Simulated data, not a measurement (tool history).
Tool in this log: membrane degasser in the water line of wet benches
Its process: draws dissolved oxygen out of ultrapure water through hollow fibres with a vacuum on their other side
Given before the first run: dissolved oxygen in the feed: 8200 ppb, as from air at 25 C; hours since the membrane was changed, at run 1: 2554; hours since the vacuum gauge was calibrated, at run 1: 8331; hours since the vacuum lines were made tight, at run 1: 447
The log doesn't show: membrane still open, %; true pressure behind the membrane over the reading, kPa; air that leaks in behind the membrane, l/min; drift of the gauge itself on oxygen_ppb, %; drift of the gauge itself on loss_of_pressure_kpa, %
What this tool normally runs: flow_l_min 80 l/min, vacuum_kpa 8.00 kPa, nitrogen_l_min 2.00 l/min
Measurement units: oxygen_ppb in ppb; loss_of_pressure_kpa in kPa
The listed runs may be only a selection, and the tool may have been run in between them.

run,hour,flow_l_min,vacuum_kpa,nitrogen_l_min,hours since the membrane was changed,hours since the vacuum gauge was calibrated,hours since the vacuum lines were made tight,oxygen_ppb,loss_of_pressure_kpa
1,0.0,80,8.00,2.00,2554,8331,447,436.8,53.38
2,28.3,80,8.00,2.00,2582,8359,475,440.9,53.19
# hour 54.9: vacuum gauge calibrated
3,64.6,80,8.00,2.00,2618,10,511,442.2,53.41
4,129.2,80,8.00,2.00,2683,74,576,446.2,53.44
5,187.0,80,8.00,2.00,2741,132,633,436.9,53.37
6,216.5,80,8.00,2.00,2770,162,663,431.4,53.33
7,250.5,80,8.00,2.00,2804,196,697,444.2,53.56
8,289.5,80,8.00,2.00,2843,235,736,444.2,53.59
9,340.2,80,8.00,2.00,2894,285,787,446.9,53.19
# hour 391.7: vacuum gauge calibrated, once more
10,400.2,80,8.00,2.00,2953,8,846,427.9,53.31
11,445.6,80,13.06,2.00,2999,54,892,781.5,53.52
12,486.8,80,13.06,2.00,3040,95,933,770.1,53.44
13,540.3,80,13.06,2.00,3093,149,986,775.0,53.73
14,585.4,73,5.78,3.82,3138,194,1031,148.3,49.03
15,641.7,68,18.17,3.82,3195,250,1088,597.7,45.25
16,691.4,99,6.93,2.00,3244,300,1137,476.9,66.13
17,735.1,99,6.87,2.86,3288,343,1181,390.6,66.23
18,784.2,85,5.94,3.54,3337,393,1230,217.0,56.81
19,830.6,51,6.28,1.25,3384,439,1277,248.5,34.19
20,866.0,124,6.28,1.10,3419,474,1312,758.8,83.05
21,927.1,116,5.69,2.34,3480,535,1373,456.0,78.24
22,974.8,116,5.69,2.34,3528,583,1421,455.2,78.34
23,1016.8,116,5.69,2.34,3570,625,1463,456.0,78.15
24,1066.4,56,6.14,1.37,3619,675,1512,245.8,37.59
25,1112.0,90,6.19,2.00,3665,720,1558,358.8,60.74

Here are 3 independent what-if runs from the current tool condition. What would each one return?
A,1138.3,73,13.69,2.00,3691,747,1584,?,?
B,1138.3,90,5.03,2.00,3691,747,1584,?,?
C,1138.3,62,14.46,2.97,3691,747,1584,?,?

run,oxygen_ppb,loss_of_pressure_kpa
A,765.0,48.96
B,258.1,60.41
C,518.7,41.44
What these runs would have given with no unlogged condition in the tool:
run,oxygen_ppb,loss_of_pressure_kpa
A,759.6,47.52
B,246.3,58.64
C,515.0,40.22
